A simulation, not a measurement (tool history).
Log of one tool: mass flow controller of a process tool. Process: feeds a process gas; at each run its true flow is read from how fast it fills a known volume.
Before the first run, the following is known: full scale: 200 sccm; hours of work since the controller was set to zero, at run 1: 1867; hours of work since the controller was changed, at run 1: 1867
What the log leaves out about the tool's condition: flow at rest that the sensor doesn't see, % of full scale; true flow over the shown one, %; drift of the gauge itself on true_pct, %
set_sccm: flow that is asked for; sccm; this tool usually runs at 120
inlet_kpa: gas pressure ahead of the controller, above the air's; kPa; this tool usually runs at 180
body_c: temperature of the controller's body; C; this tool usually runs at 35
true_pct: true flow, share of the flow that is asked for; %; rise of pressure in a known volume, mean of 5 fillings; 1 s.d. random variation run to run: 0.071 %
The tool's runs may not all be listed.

run    hour  set_sccm  inlet_kpa  body_c  hours of work since the controller was set to zero  hours of work since the controller was changed  true_pct
  1       0       120        180      35                                                1867                                            1867    100.01
  2    57.9        88        180      35                                                1912                                            1912     99.44
  3   115.9        88        180      35                                                1957                                            1957     99.68
  4   148.2        88        180      35                                                1982                                            1982     99.54
  5   204.8        88        180      35                                                2026                                            2026     99.79
  6   238.5       120        180      35                                                2052                                            2052     99.84
  7   276.1       120        180      27                                                2081                                            2081     99.64
  8   312.6       120        180      27                                                2109                                            2109      99.5
  9   354.7       120        180      27                                                2142                                            2142     99.51
 10   399.2       120        180      27                                                2177                                            2177     99.75
 11   472.3       120        180      27                                                2233                                            2233     99.73
 12   520.4       120        180      27                                                2271                                            2271      99.6
 13   566.8       120        180      27                                                2307                                            2307     99.92
 14   602.8       120        180      35                                                2335                                            2335    100.41
 15     662       120        180      35                                                2381                                            2381    100.49
 16   695.1       120        180      35                                                2406                                            2406    100.48
 17   758.3       120        180      35                                                2455                                            2455    100.59
 18   817.5       120        180      35                                                2501                                            2501    100.52
 19   853.4       120        180      35                                                2529                                            2529    100.57
 20   904.4       120        180      30                                                2569                                            2569    100.22
 21   939.6       120        180      30                                                2596                                            2596    100.26
 22   980.6       120        180      30                                                2628                                            2628    100.29
 23  1032.5       120        180      30                                                2668                                            2668    100.36
 24  1087.2       120        180      35                                                2710                                            2710    100.72
 25  1142.1        73        143      23                                                2753                                            2753     99.66
 26  1186.7       120        175      33                                                2788                                            2788    100.73
 27  1260.2        36        209      35                                                2845                                            2845    100.09
 28    1332        36        209      35                                                2900                                            2900    100.01
 29  1399.4        36        209      35                                                2953                                            2953    100.08
 30  1432.6       179        160      30                                                2979                                            2979    101.36
 31  1511.1        25        195      40                                                3039                                            3039    100.19
 32  1562.1        25        195      40                                                3079                                            3079    100.32
 33    1626        93        180      30                                                3129                                            3129    100.52
 34  1659.3        93        270      29                                                3154                                            3154    100.28
 35  1709.9        93        270      29                                                3194                                            3194    100.32
 36  1770.2       144        180      31                                                3240                                            3240     101.2
 37  1842.3       144        180      31                                                3296                                            3296     101.5
 38  1912.9       144        180      31                                                3351                                            3351    101.35
 39  1962.8        46        180      35                                                3390                                            3390    100.61
 40  2002.5        43        244      40                                                3421                                            3421    100.83
 41  2034.7        43        244      40                                                3446                                            3446    100.67
 42  2077.3        21        180      23                                                3479                                            3479     99.65
 43  2143.1        25        180      35                                                3530                                            3530    100.43
 44  2182.9       146        168      36                                                3561                                            3561    101.98
     2214.4  -- gauge calibrated
 45  2247.9       146        168      36                                                3611                                            3611    100.17
 46  2282.6       146        168      36                                                3638                                            3638    100.31
 47  2353.6       186        168      23                                                3693                                            3693       100

Difference, measured minus no-hidden-state, one row per run. Run-to-run variation is common to both terms; the gauge's own scatter need not be:
run  true_pct
  1     +0.01
  2     +0.04
  3     +0.09
  4     +0.11
  5     +0.16
  6     +0.19
  7     +0.22
  8     +0.25
  9     +0.28
 10     +0.31
 11     +0.37
 12     +0.41
 13     +0.44
 14     +0.48
 15     +0.52
 16     +0.55
 17     +0.61
 18     +0.64
 19     +0.68
 20     +0.71
 21     +0.75
 22     +0.77
 23     +0.82
 24     +0.86
 25     +0.89
 26     +0.94
 27     +0.97
 28     +1.03
 29     +1.09
 30     +1.14
 31     +1.17
 32     +1.21
 33     +1.28
 34      +1.3
 35     +1.34
 36      +1.4
 37     +1.46
 38     +1.51
 39     +1.53
 40     +1.56
 41     +1.58
 42     +1.58
 43     +1.65
 44     +1.73
 45     +0.03
 46     +0.06
 47     +0.12
